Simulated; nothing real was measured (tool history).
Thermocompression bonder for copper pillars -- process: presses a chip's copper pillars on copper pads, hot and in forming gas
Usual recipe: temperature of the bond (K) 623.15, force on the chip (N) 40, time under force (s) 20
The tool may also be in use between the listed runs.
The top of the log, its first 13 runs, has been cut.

| run | hour | temperature of the bond (K) | force on the chip (N) | time under force (s) | hours of work since the heater was calibrated | hours of work since the force cell was calibrated | hours of work since the gas filter was changed | force that shears a chip off (N) |
|---|---|---|---|---|---|---|---|---|
| 14 | 130.5 | 623.15 | 40 | 20 | 187 | 244 | 358 | 57.1 |
| 15 | 138.2 | 623.15 | 40 | 20 | 190 | 247 | 362 | 56.8 |
| 16 | 149.3 | 623.15 | 40 | 46 | 195 | 252 | 367 | 74.3 |
| 17 | 157 | 623.15 | 40 | 20 | 199 | 256 | 370 | 55.6 |
| 18 | 163.2 | 623.15 | 57 | 20 | 202 | 258 | 373 | 70 |
| 19 | 169.2 | 623.15 | 57 | 20 | 204 | 261 | 375 | 67.9 |
| 20 | 180.5 | 648.15 | 57 | 20 | 209 | 266 | 380 | 84.1 |
| 21 | 187.1 | 652.15 | 53 | 32 | 212 | 269 | 383 | 94 |

Forecast run 22:
| 22 | 192.6 | 652.15 | 53 | 32 | 215 | 271 | 386 | ? |

{"run 22": {"force that shears a chip off (N)": 92.8}}
The same run, on a tool lacking any hidden state, would have yielded force that shears a chip off (N) 105.7.

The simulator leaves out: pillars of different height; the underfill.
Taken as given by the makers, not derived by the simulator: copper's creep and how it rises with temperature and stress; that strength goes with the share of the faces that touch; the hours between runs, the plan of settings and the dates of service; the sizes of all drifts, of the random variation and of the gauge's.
